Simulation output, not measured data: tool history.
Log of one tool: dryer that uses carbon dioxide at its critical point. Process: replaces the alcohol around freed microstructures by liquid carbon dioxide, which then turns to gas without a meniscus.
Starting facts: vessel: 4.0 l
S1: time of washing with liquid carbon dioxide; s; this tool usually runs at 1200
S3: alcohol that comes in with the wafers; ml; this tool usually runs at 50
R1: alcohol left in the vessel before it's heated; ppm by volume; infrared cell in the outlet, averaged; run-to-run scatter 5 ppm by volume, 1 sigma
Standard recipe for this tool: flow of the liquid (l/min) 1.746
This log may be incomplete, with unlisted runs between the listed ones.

run 1 hour=0.0 | S1=1200 flow_of_the_liquid_(l/min)=1.746 S3=50 | R1=94
run 2 hour=14.3 | S1=1200 flow_of_the_liquid_(l/min)=1.490 S3=50 | R1=108
run 3 hour=35.4 | S1=1200 flow_of_the_liquid_(l/min)=1.490 S3=50 | R1=109
run 4 hour=51.3 | S1=1200 flow_of_the_liquid_(l/min)=1.746 S3=112 | R1=114
run 5 hour=67.4 | S1=1200 flow_of_the_liquid_(l/min)=1.746 S3=72 | R1=107
run 6 hour=81.9 | S1=1200 flow_of_the_liquid_(l/min)=1.180 S3=72 | R1=177
run 7 hour=104.9 | S1=1200 flow_of_the_liquid_(l/min)=1.180 S3=72 | R1=199
run 8 hour=120.7 | S1=1200 flow_of_the_liquid_(l/min)=1.180 S3=72 | R1=191
run 9 hour=141.2 | S1=1620 flow_of_the_liquid_(l/min)=1.746 S3=50 | R1=133
run 10 hour=160.8 | S1=1620 flow_of_the_liquid_(l/min)=1.746 S3=50 | R1=137
run 11 hour=178.4 | S1=1200 flow_of_the_liquid_(l/min)=1.746 S3=29 | R1=131
run 12 hour=197.3 | S1=1200 flow_of_the_liquid_(l/min)=1.746 S3=87 | R1=152
run 13 hour=212.5 | S1=1200 flow_of_the_liquid_(l/min)=1.746 S3=87 | R1=165
run 14 hour=235.4 | S1=1200 flow_of_the_liquid_(l/min)=1.746 S3=50 | R1=164
run 15 hour=250.6 | S1=1200 flow_of_the_liquid_(l/min)=1.746 S3=50 | R1=171
run 16 hour=261.3 | S1=1200 flow_of_the_liquid_(l/min)=1.746 S3=89 | R1=169
run 17 hour=280.0 | S1=1200 flow_of_the_liquid_(l/min)=1.460 S3=50 | R1=193
run 18 hour=292.3 | S1=900 flow_of_the_liquid_(l/min)=1.746 S3=50 | R1=193
run 19 hour=305.0 | S1=1200 flow_of_the_liquid_(l/min)=1.180 S3=50 | R1=228
run 20 hour=322.5 | S1=1680 flow_of_the_liquid_(l/min)=1.746 S3=50 | R1=179
run 21 hour=347.1 | S1=1680 flow_of_the_liquid_(l/min)=1.746 S3=50 | R1=196
run 22 hour=360.3 | S1=1200 flow_of_the_liquid_(l/min)=1.746 S3=50 | R1=201
run 23 hour=377.6 | S1=1200 flow_of_the_liquid_(l/min)=1.746 S3=50 | R1=200
-- hour=384.2 inlet filter changed
run 24 hour=401.7 | S1=1200 flow_of_the_liquid_(l/min)=1.746 S3=50 | R1=211
run 25 hour=412.5 | S1=1200 flow_of_the_liquid_(l/min)=2.640 S3=50 | R1=220
run 26 hour=435.4 | S1=780 flow_of_the_liquid_(l/min)=1.746 S3=70 | R1=282
run 27 hour=452.7 | S1=900 flow_of_the_liquid_(l/min)=1.780 S3=103 | R1=267
run 28 hour=463.7 | S1=900 flow_of_the_liquid_(l/min)=1.780 S3=103 | R1=271
run 29 hour=481.1 | S1=900 flow_of_the_liquid_(l/min)=1.780 S3=103 | R1=281
run 30 hour=496.0 | S1=1320 flow_of_the_liquid_(l/min)=1.880 S3=33 | R1=235
run 31 hour=513.4 | S1=1200 flow_of_the_liquid_(l/min)=1.910 S3=46 | R1=252
run 32 hour=538.2 | S1=1680 flow_of_the_liquid_(l/min)=1.910 S3=70 | R1=242
run 33 hour=563.2 | S1=720 flow_of_the_liquid_(l/min)=1.910 S3=70 | R1=320
run 34 hour=576.7 | S1=1860 flow_of_the_liquid_(l/min)=1.330 S3=98 | R1=248
run 35 hour=590.7 | S1=1860 flow_of_the_liquid_(l/min)=1.330 S3=98 | R1=275
run 36 hour=602.2 | S1=1860 flow_of_the_liquid_(l/min)=1.330 S3=98 | R1=263
run 37 hour=626.1 | S1=1860 flow_of_the_liquid_(l/min)=1.746 S3=109 | R1=277
run 38 hour=642.8 | S1=1260 flow_of_the_liquid_(l/min)=2.380 S3=76 | R1=276
run 39 hour=664.5 | S1=1260 flow_of_the_liquid_(l/min)=2.380 S3=76 | R1=287
-- hour=673.4 purifier's bed changed
run 40 hour=683.6 | S1=1200 flow_of_the_liquid_(l/min)=1.770 S3=40 | R1=12
run 41 hour=706.7 | S1=1200 flow_of_the_liquid_(l/min)=1.740 S3=86 | R1=25
run 42 hour=725.2 | S1=1200 flow_of_the_liquid_(l/min)=1.740 S3=86 | R1=24
run 43 hour=740.3 | S1=1200 flow_of_the_liquid_(l/min)=2.710 S3=86 | R1=26
run 44 hour=752.6 | S1=1200 flow_of_the_liquid_(l/min)=2.710 S3=86 | R1=33
run 45 hour=771.1 | S1=960 flow_of_the_liquid_(l/min)=2.160 S3=41 | R1=40
run 46 hour=796.6 | S1=1800 flow_of_the_liquid_(l/min)=2.070 S3=51 | R1=57
run 47 hour=818.1 | S1=1620 flow_of_the_liquid_(l/min)=1.070 S3=51 | R1=63
run 48 hour=830.7 | S1=1620 flow_of_the_liquid_(l/min)=1.070 S3=51 | R1=73

Forecast each of these 3 alternatives for the next run:
run A hour=841.8 | S1=1620 flow_of_the_liquid_(l/min)=1.930 S3=51 | R1=?
run B hour=841.8 | S1=1620 flow_of_the_liquid_(l/min)=1.390 S3=61 | R1=?
run C hour=841.8 | S1=1680 flow_of_the_liquid_(l/min)=1.070 S3=51 | R1=?

run=A R1=57
run=B R1=53
run=C R1=62
Stripped of hidden state, with their random variation kept, the same runs would have yielded:
run=A R1=5
run=B R1=0
run=C R1=7
